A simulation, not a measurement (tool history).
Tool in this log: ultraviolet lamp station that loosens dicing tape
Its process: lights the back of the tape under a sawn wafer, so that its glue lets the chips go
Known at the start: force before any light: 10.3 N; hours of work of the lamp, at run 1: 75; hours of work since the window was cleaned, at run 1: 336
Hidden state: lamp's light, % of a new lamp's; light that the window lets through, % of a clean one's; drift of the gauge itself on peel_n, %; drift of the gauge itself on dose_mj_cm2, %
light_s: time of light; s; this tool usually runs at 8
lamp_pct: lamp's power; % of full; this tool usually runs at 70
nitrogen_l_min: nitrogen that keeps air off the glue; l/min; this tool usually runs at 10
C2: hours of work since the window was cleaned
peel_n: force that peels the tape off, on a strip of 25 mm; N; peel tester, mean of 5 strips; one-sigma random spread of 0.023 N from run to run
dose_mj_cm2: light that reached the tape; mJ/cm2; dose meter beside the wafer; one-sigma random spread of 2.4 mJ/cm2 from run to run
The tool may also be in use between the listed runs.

run 1 day=0 | light_s=8 lamp_pct=70 nitrogen_l_min=10 | hours_of_work_of_the_lamp=75 C2=336 | peel_n=1.357 dose_mj_cm2=225
run 2 day=1.892 | light_s=8 lamp_pct=70 nitrogen_l_min=10 | hours_of_work_of_the_lamp=109 C2=370 | peel_n=1.385 dose_mj_cm2=228
run 3 day=3.475 | light_s=8 lamp_pct=70 nitrogen_l_min=10 | hours_of_work_of_the_lamp=138 C2=398 | peel_n=1.394 dose_mj_cm2=224
run 4 day=5.621 | light_s=8 lamp_pct=70 nitrogen_l_min=10 | hours_of_work_of_the_lamp=176 C2=437 | peel_n=1.478 dose_mj_cm2=219
run 5 day=6.888 | light_s=8 lamp_pct=70 nitrogen_l_min=6 | hours_of_work_of_the_lamp=199 C2=459 | peel_n=2.063 dose_mj_cm2=217
run 6 day=9.262 | light_s=8 lamp_pct=70 nitrogen_l_min=6 | hours_of_work_of_the_lamp=242 C2=502 | peel_n=2.117 dose_mj_cm2=208
-- day=10.717 window cleaned of glue's vapour
run 7 day=11.775 | light_s=8 lamp_pct=70 nitrogen_l_min=10 | hours_of_work_of_the_lamp=286 C2=19 | peel_n=1.386 dose_mj_cm2=229
run 8 day=13.971 | light_s=8 lamp_pct=70 nitrogen_l_min=10 | hours_of_work_of_the_lamp=326 C2=58 | peel_n=1.451 dose_mj_cm2=218
run 9 day=15.292 | light_s=8 lamp_pct=70 nitrogen_l_min=10 | hours_of_work_of_the_lamp=350 C2=82 | peel_n=1.469 dose_mj_cm2=221
run 10 day=17.667 | light_s=8 lamp_pct=70 nitrogen_l_min=10 | hours_of_work_of_the_lamp=392 C2=125 | peel_n=1.494 dose_mj_cm2=212
run 11 day=19.946 | light_s=8 lamp_pct=70 nitrogen_l_min=10 | hours_of_work_of_the_lamp=433 C2=166 | peel_n=1.585 dose_mj_cm2=210
run 12 day=21.471 | light_s=8 lamp_pct=70 nitrogen_l_min=10 | hours_of_work_of_the_lamp=461 C2=193 | peel_n=1.609 dose_mj_cm2=209
run 13 day=23.154 | light_s=8 lamp_pct=70 nitrogen_l_min=10 | hours_of_work_of_the_lamp=491 C2=223 | peel_n=1.65 dose_mj_cm2=201
run 14 day=25.017 | light_s=8 lamp_pct=70 nitrogen_l_min=10 | hours_of_work_of_the_lamp=524 C2=257 | peel_n=1.691 dose_mj_cm2=199
run 15 day=27.521 | light_s=8 lamp_pct=70 nitrogen_l_min=10 | hours_of_work_of_the_lamp=569 C2=302 | peel_n=1.748 dose_mj_cm2=198
run 16 day=29.9 | light_s=8 lamp_pct=70 nitrogen_l_min=10 | hours_of_work_of_the_lamp=612 C2=345 | peel_n=1.795 dose_mj_cm2=190
run 17 day=31.838 | light_s=13 lamp_pct=89 nitrogen_l_min=10 | hours_of_work_of_the_lamp=647 C2=379 | peel_n=0.423 dose_mj_cm2=391
run 18 day=33.554 | light_s=7 lamp_pct=96 nitrogen_l_min=5 | hours_of_work_of_the_lamp=678 C2=410 | peel_n=2.296 dose_mj_cm2=226
run 19 day=35.025 | light_s=7 lamp_pct=86 nitrogen_l_min=6 | hours_of_work_of_the_lamp=704 C2=437 | peel_n=2.413 dose_mj_cm2=197
run 20 day=37.533 | light_s=6 lamp_pct=64 nitrogen_l_min=10 | hours_of_work_of_the_lamp=749 C2=482 | peel_n=3.266 dose_mj_cm2=123
run 21 day=39.325 | light_s=6 lamp_pct=64 nitrogen_l_min=10 | hours_of_work_of_the_lamp=781 C2=514 | peel_n=3.282 dose_mj_cm2=119
-- day=40.171 window cleaned of glue's vapour
run 22 day=40.542 | light_s=6 lamp_pct=64 nitrogen_l_min=10 | hours_of_work_of_the_lamp=803 C2=7 | peel_n=3.186 dose_mj_cm2=129
run 23 day=42.262 | light_s=8 lamp_pct=87 nitrogen_l_min=10 | hours_of_work_of_the_lamp=834 C2=38 | peel_n=1.263 dose_mj_cm2=234
run 24 day=44.921 | light_s=8 lamp_pct=81 nitrogen_l_min=19 | hours_of_work_of_the_lamp=881 C2=85 | peel_n=1.018 dose_mj_cm2=215
run 25 day=47.442 | light_s=8 lamp_pct=81 nitrogen_l_min=19 | hours_of_work_of_the_lamp=927 C2=131 | peel_n=1.091 dose_mj_cm2=206
run 26 day=48.538 | light_s=4 lamp_pct=96 nitrogen_l_min=11 | hours_of_work_of_the_lamp=946 C2=150 | peel_n=3.287 dose_mj_cm2=123
run 27 day=50.771 | light_s=8 lamp_pct=67 nitrogen_l_min=4 | hours_of_work_of_the_lamp=986 C2=190 | peel_n=3.667 dose_mj_cm2=164

Describe how what the log doesn't record of the tool's condition differs between the last listed run preceding each entry between runs and the first listed run following it.
In the gap between runs 6 and 7: window cleaned of glue's vapour (day 10.717)
  lamp's light, % of a new lamp's: 92.9 -> 91.6; light that the window lets through, % of a clean one's: 91.5 -> 98.8
  difference, measured minus the result without the unlogged condition, peel_n: +0.489 -> +0.242 N; dose_mj_cm2: -37 -> -24 mJ/cm2
In the gap between runs 21 and 22: window cleaned of glue's vapour (day 40.171)
  lamp's light, % of a new lamp's: 77.5 -> 77; light that the window lets through, % of a clean one's: 90.9 -> 99.3
  difference, measured minus the result without the unlogged condition, peel_n: +1.183 -> +0.953 N; dose_mj_cm2: -50 -> -39 mJ/cm2
